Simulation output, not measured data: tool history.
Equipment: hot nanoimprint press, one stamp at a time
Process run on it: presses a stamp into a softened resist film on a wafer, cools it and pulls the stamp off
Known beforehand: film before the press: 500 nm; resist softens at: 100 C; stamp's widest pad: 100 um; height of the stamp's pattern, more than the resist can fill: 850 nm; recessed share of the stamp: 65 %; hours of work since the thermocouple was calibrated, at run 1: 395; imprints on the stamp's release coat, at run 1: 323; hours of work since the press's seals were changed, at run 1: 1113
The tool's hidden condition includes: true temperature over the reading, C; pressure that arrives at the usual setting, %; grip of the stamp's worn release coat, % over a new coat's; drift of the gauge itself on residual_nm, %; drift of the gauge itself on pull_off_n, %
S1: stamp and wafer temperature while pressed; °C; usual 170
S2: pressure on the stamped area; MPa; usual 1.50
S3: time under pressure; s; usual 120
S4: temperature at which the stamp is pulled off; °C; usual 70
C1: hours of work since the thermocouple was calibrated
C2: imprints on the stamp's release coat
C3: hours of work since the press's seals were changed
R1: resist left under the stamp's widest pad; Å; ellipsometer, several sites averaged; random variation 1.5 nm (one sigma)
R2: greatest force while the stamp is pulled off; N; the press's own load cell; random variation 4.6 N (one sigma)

run,hour,S1,S2,S3,S4,C1,C2,C3,R1,R2
1,0.0,170,1.50,120,70,395,323,1113,2291,233
2,59.0,181,1.50,120,70,423,444,1142,1501,244
3,99.2,181,1.50,120,70,443,526,1161,1511,254
# hour 169.9: plate thermocouple calibrated
4,187.5,170,1.50,120,70,8,700,1202,2427,270
5,249.9,170,1.26,120,70,38,827,1232,2641,275
# hour 312.3: stamp cleaned and given a new release coat
6,332.6,170,1.26,120,70,75,41,1269,2653,222
7,391.8,170,1.26,120,70,104,162,1297,2611,237
# hour 427.6: press's hydraulic seals changed and the load cell set to zero
8,482.8,170,1.50,120,70,144,331,27,2389,232
9,536.9,170,1.50,120,70,170,442,53,2342,252
10,615.9,160,1.50,120,70,208,603,90,3391,253
11,682.8,160,1.50,120,70,240,739,123,3404,266
12,752.2,170,1.84,120,70,273,881,156,2049,273
# hour 788.4: stamp cleaned and given a new release coat
13,816.0,170,1.84,120,70,301,57,184,2031,223
14,875.6,170,1.84,120,70,329,178,212,2070,227
15,948.9,170,1.50,120,64,365,328,248,2270,275
16,991.3,170,1.50,120,64,385,414,268,2260,284
17,1027.3,180,2.01,120,73,402,487,285,1310,227
18,1072.1,171,0.91,120,70,424,579,307,2765,247
19,1143.7,171,0.91,120,70,458,725,341,2782,248
# hour 1183.9: plate thermocouple calibrated
20,1183.9,170,1.43,120,70,0,801,359,2491,268
21,1238.4,170,1.50,120,71,26,912,385,2397,271
# hour 1263.8: stamp cleaned and given a new release coat
22,1284.3,170,1.50,120,56,45,42,404,2418,306
23,1347.0,171,1.33,120,67,75,170,435,2476,240
24,1402.8,161,1.37,151,59,102,284,461,3285,310
25,1440.4,161,0.98,216,59,120,361,479,3413,322
26,1498.3,170,1.56,120,64,148,479,507,2327,292
27,1555.2,175,1.50,69,70,175,595,535,2354,268
28,1617.4,175,1.50,69,70,205,722,565,2333,261
29,1690.8,170,1.50,69,75,241,871,600,2816,245

Consider 4 possible next runs. They are alternatives, not a sequence: every one starts from the tool as it was left by run 29. What does each give?
# hour 1736.8: stamp cleaned and given a new release coat
A,1763.8,170,1.47,120,65,273,55,632,?,?
# hour 1736.8: stamp cleaned and given a new release coat
B,1763.8,170,1.50,110,75,273,55,632,?,?
# hour 1736.8: stamp cleaned and given a new release coat
C,1763.8,170,1.04,114,66,273,55,632,?,?
# hour 1736.8: stamp cleaned and given a new release coat
D,1763.8,170,1.50,120,55,273,55,632,?,?

run,R1,R2
A,2332,254
B,2406,200
C,2814,242
D,2303,301
What these runs would have given with no unlogged condition in the tool:
run,R1,R2
A,2423,256
B,2498,204
C,2921,245
D,2393,303

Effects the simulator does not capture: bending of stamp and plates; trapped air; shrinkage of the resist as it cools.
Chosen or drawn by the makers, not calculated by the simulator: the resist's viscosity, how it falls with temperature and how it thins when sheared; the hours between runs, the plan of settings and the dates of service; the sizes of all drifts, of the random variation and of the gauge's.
